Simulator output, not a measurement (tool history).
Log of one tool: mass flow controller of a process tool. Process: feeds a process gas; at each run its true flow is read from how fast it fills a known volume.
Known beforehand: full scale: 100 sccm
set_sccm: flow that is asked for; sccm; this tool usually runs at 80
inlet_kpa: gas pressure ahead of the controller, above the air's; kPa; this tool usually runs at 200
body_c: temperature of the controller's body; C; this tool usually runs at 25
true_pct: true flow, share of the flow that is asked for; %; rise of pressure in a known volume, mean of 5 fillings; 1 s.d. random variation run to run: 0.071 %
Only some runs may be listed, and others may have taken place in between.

run 1 hour=0.0 | set_sccm=80 inlet_kpa=200 body_c=25 | true_pct=99.83
run 2 hour=422.3 | set_sccm=80 inlet_kpa=200 body_c=35 | true_pct=100.42
run 3 hour=861.3 | set_sccm=80 inlet_kpa=200 body_c=35 | true_pct=100.62
run 4 hour=1207.7 | set_sccm=80 inlet_kpa=200 body_c=35 | true_pct=100.66
run 5 hour=1654.3 | set_sccm=80 inlet_kpa=200 body_c=35 | true_pct=100.92
run 6 hour=2185.3 | set_sccm=80 inlet_kpa=200 body_c=25 | true_pct=100.65
run 7 hour=2664.0 | set_sccm=80 inlet_kpa=200 body_c=21 | true_pct=100.45
run 8 hour=3162.7 | set_sccm=17 inlet_kpa=200 body_c=25 | true_pct=100.43
run 9 hour=3412.6 | set_sccm=17 inlet_kpa=200 body_c=25 | true_pct=100.51
run 10 hour=3971.9 | set_sccm=17 inlet_kpa=200 body_c=25 | true_pct=100.71
run 11 hour=4538.1 | set_sccm=17 inlet_kpa=200 body_c=25 | true_pct=100.88
run 12 hour=4780.9 | set_sccm=17 inlet_kpa=200 body_c=25 | true_pct=101.09
run 13 hour=5118.0 | set_sccm=35 inlet_kpa=200 body_c=25 | true_pct=101.24
run 14 hour=5486.8 | set_sccm=35 inlet_kpa=200 body_c=25 | true_pct=101.39
run 15 hour=5969.0 | set_sccm=80 inlet_kpa=200 body_c=25 | true_pct=101.68
-- hour=6038.3 controller exchanged for a calibrated one
-- hour=6216.4 gauge calibrated
run 16 hour=6418.7 | set_sccm=80 inlet_kpa=200 body_c=25 | true_pct=99.90
run 17 hour=6746.7 | set_sccm=80 inlet_kpa=200 body_c=25 | true_pct=100.10
run 18 hour=7056.5 | set_sccm=80 inlet_kpa=197 body_c=25 | true_pct=100.13
run 19 hour=7508.7 | set_sccm=80 inlet_kpa=200 body_c=32 | true_pct=100.53
run 20 hour=7920.3 | set_sccm=80 inlet_kpa=200 body_c=29 | true_pct=100.64
run 21 hour=8279.8 | set_sccm=80 inlet_kpa=200 body_c=25 | true_pct=100.63
run 22 hour=8603.6 | set_sccm=80 inlet_kpa=200 body_c=25 | true_pct=100.66
run 23 hour=9000.0 | set_sccm=80 inlet_kpa=200 body_c=25 | true_pct=100.86
run 24 hour=9311.0 | set_sccm=80 inlet_kpa=200 body_c=25 | true_pct=100.84
run 25 hour=9608.4 | set_sccm=80 inlet_kpa=143 body_c=25 | true_pct=101.39
run 26 hour=9952.4 | set_sccm=17 inlet_kpa=183 body_c=25 | true_pct=100.89
run 27 hour=10389.1 | set_sccm=25 inlet_kpa=266 body_c=25 | true_pct=100.41
run 28 hour=10688.0 | set_sccm=49 inlet_kpa=176 body_c=25 | true_pct=101.29
run 29 hour=11172.4 | set_sccm=12 inlet_kpa=181 body_c=25 | true_pct=101.19
run 30 hour=11595.7 | set_sccm=12 inlet_kpa=181 body_c=39 | true_pct=102.04
run 31 hour=12114.9 | set_sccm=13 inlet_kpa=141 body_c=22 | true_pct=101.75
run 32 hour=12660.7 | set_sccm=54 inlet_kpa=141 body_c=32 | true_pct=102.57
-- hour=12709.7 gauge calibrated
run 33 hour=12893.2 | set_sccm=80 inlet_kpa=277 body_c=25 | true_pct=99.40
run 34 hour=13321.2 | set_sccm=80 inlet_kpa=277 body_c=25 | true_pct=99.58
run 35 hour=13634.6 | set_sccm=80 inlet_kpa=277 body_c=25 | true_pct=99.59
run 36 hour=14002.7 | set_sccm=13 inlet_kpa=270 body_c=24 | true_pct=99.31
run 37 hour=14303.4 | set_sccm=13 inlet_kpa=270 body_c=24 | true_pct=99.43
run 38 hour=14606.6 | set_sccm=13 inlet_kpa=261 body_c=25 | true_pct=99.60
run 39 hour=14945.3 | set_sccm=90 inlet_kpa=197 body_c=25 | true_pct=100.74
run 40 hour=15491.5 | set_sccm=42 inlet_kpa=197 body_c=21 | true_pct=100.32
run 41 hour=16022.3 | set_sccm=62 inlet_kpa=244 body_c=21 | true_pct=100.34
run 42 hour=16589.8 | set_sccm=18 inlet_kpa=200 body_c=25 | true_pct=100.69
run 43 hour=16829.1 | set_sccm=18 inlet_kpa=200 body_c=25 | true_pct=100.84
run 44 hour=17347.0 | set_sccm=80 inlet_kpa=152 body_c=25 | true_pct=101.74
run 45 hour=17591.9 | set_sccm=62 inlet_kpa=256 body_c=25 | true_pct=101.02
run 46 hour=17846.2 | set_sccm=62 inlet_kpa=267 body_c=25 | true_pct=100.97
run 47 hour=18360.6 | set_sccm=18 inlet_kpa=228 body_c=38 | true_pct=101.72
run 48 hour=18734.1 | set_sccm=18 inlet_kpa=228 body_c=38 | true_pct=101.88

Below are 4 alternative next runs, each starting from the tool's condition after run 48. Predict each:
-- hour=19083.0 controller's zero set anew
run A hour=19281.6 | set_sccm=15 inlet_kpa=142 body_c=39 | true_pct=?
-- hour=19083.0 controller's zero set anew
run B hour=19281.6 | set_sccm=87 inlet_kpa=167 body_c=20 | true_pct=?
-- hour=19083.0 controller's zero set anew
run C hour=19281.6 | set_sccm=15 inlet_kpa=152 body_c=21 | true_pct=?
-- hour=19083.0 controller's zero set anew
run D hour=19281.6 | set_sccm=11 inlet_kpa=223 body_c=35 | true_pct=?

run=A true_pct=102.65
run=B true_pct=102.11
run=C true_pct=101.75
run=D true_pct=101.84
With no hidden state in the tool, these same runs would have given:
run=A true_pct=100.45
run=B true_pct=99.92
run=C true_pct=99.57
run=D true_pct=99.65
